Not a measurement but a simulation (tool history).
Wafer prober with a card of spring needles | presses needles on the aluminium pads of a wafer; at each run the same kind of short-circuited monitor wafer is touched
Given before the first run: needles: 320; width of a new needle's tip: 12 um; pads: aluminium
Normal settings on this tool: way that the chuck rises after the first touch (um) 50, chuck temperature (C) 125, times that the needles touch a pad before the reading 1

run	hour	way that the chuck rises after the first touch (um)	chuck temperature (C)	times that the needles touch a pad before the reading	resistance of one needle with its contact and lead (mohm)	way that a needle slides on the pad (um)
1	0.0	50	125	1	269	6.21
# hour 13.8: tips cleaned on abrasive film
# hour 26.8: height of the first contact set anew
# hour 29.5: tips cleaned on abrasive film
2	29.5	50	125	1	275	6.20
# hour 43.4: tips cleaned on abrasive film
# hour 58.1: tips cleaned on abrasive film
3	63.8	50	125	1	269	6.25
# hour 73.4: tips cleaned on abrasive film
# hour 89.5: tips cleaned on abrasive film
4	92.0	50	125	1	268	6.19
# hour 104.2: tips cleaned on abrasive film
# hour 119.3: tips cleaned on abrasive film
5	123.2	50	125	1	269	6.22
# hour 134.6: tips cleaned on abrasive film
# hour 149.2: tips cleaned on abrasive film
6	161.2	50	125	1	263	6.21
# hour 164.3: tips cleaned on abrasive film
# hour 179.7: tips cleaned on abrasive film
7	189.7	50	125	1	267	6.25
# hour 192.8: tips cleaned on abrasive film
# hour 208.2: tips cleaned on abrasive film
# hour 223.7: tips cleaned on abrasive film
8	225.2	50	42	1	244	6.19
# hour 238.9: tips cleaned on abrasive film
# hour 251.9: tips cleaned on abrasive film
# hour 265.8: tips cleaned on abrasive film
9	265.8	50	42	1	243	6.24
# hour 281.8: tips cleaned on abrasive film
# hour 296.1: tips cleaned on abrasive film
10	301.5	50	42	1	243	6.19
# hour 311.1: tips cleaned on abrasive film
11	323.2	50	42	3	246	6.21
# hour 325.8: tips cleaned on abrasive film
# hour 341.0: tips cleaned on abrasive film
# hour 347.8: height of the first contact set anew
12	352.9	50	125	2	269	6.24
# hour 356.2: tips cleaned on abrasive film
# hour 372.1: tips cleaned on abrasive film
# hour 386.1: tips cleaned on abrasive film
13	386.1	36	125	1	278	4.48
# hour 400.8: tips cleaned on abrasive film
# hour 416.1: tips cleaned on abrasive film
14	427.9	36	125	1	276	4.48
# hour 431.2: tips cleaned on abrasive film
# hour 446.6: tips cleaned on abrasive film
# hour 462.6: tips cleaned on abrasive film
# hour 476.4: tips cleaned on abrasive film
15	480.7	36	125	1	277	4.49
# hour 490.5: tips cleaned on abrasive film
# hour 504.3: tips cleaned on abrasive film
# hour 518.6: tips cleaned on abrasive film
16	522.7	36	47	2	255	4.48
# hour 534.6: tips cleaned on abrasive film
# hour 549.0: tips cleaned on abrasive film
# hour 564.2: tips cleaned on abrasive film
17	575.4	67	94	2	254	8.37
# hour 578.8: tips cleaned on abrasive film
# hour 594.9: tips cleaned on abrasive film
# hour 610.3: tips cleaned on abrasive film
18	610.5	67	94	2	252	8.36
# hour 626.4: tips cleaned on abrasive film
19	635.9	54	29	2	240	6.77
# hour 640.9: tips cleaned on abrasive film
# hour 655.5: tips cleaned on abrasive film
# hour 667.7: height of the first contact set anew
# hour 671.0: tips cleaned on abrasive film
20	672.3	50	26	2	240	6.23
# hour 684.9: tips cleaned on abrasive film
# hour 699.6: tips cleaned on abrasive film
21	699.6	50	33	2	237	6.30
# hour 715.9: tips cleaned on abrasive film
# hour 729.8: tips cleaned on abrasive film
22	742.0	58	46	2	239	7.27
# hour 745.3: tips cleaned on abrasive film
# hour 761.6: tips cleaned on abrasive film
23	768.3	58	46	2	243	7.30
# hour 777.0: tips cleaned on abrasive film
# hour 790.0: tips cleaned on abrasive film
24	790.8	58	46	2	241	7.30
# hour 803.8: tips cleaned on abrasive film
# hour 818.1: tips cleaned on abrasive film
# hour 832.7: tips cleaned on abrasive film
25	834.1	50	30	1	241	6.26
# hour 846.9: tips cleaned on abrasive film
# hour 861.7: tips cleaned on abrasive film
26	870.7	50	30	1	240	6.24
# hour 877.2: tips cleaned on abrasive film
# hour 892.3: tips cleaned on abrasive film
# hour 906.1: tips cleaned on abrasive film
27	906.1	50	30	1	240	6.30
# hour 921.5: tips cleaned on abrasive film
# hour 936.4: tips cleaned on abrasive film
28	936.4	70	48	2	236	8.79

5 ways to go on from here, each from the tool as it stands after run 28. What would each give?
# hour 949.4: tips cleaned on abrasive film
# hour 964.0: tips cleaned on abrasive film
# hour 978.9: tips cleaned on abrasive film
A	980.2	50	41	3	?	?
# hour 949.4: tips cleaned on abrasive film
# hour 964.0: tips cleaned on abrasive film
# hour 978.9: tips cleaned on abrasive film
B	980.2	51	50	1	?	?
# hour 949.4: tips cleaned on abrasive film
# hour 964.0: tips cleaned on abrasive film
# hour 978.9: tips cleaned on abrasive film
C	980.2	51	56	2	?	?
# hour 949.4: tips cleaned on abrasive film
# hour 964.0: tips cleaned on abrasive film
# hour 978.9: tips cleaned on abrasive film
D	980.2	59	89	1	?	?
# hour 949.4: tips cleaned on abrasive film
# hour 964.0: tips cleaned on abrasive film
# hour 978.9: tips cleaned on abrasive film
E	980.2	35	33	1	?	?

run	resistance of one needle with its contact and lead (mohm)	way that a needle slides on the pad (um)
A	241	6.27
B	242	6.38
C	249	6.44
D	253	7.40
E	251	4.40
The same runs, with their run-to-run variation unchanged, on a tool lacking any hidden condition would have given:
run	resistance of one needle with its contact and lead (mohm)	way that a needle slides on the pad (um)
A	241	6.18
B	242	6.29
C	249	6.35
D	253	7.29
E	251	4.34

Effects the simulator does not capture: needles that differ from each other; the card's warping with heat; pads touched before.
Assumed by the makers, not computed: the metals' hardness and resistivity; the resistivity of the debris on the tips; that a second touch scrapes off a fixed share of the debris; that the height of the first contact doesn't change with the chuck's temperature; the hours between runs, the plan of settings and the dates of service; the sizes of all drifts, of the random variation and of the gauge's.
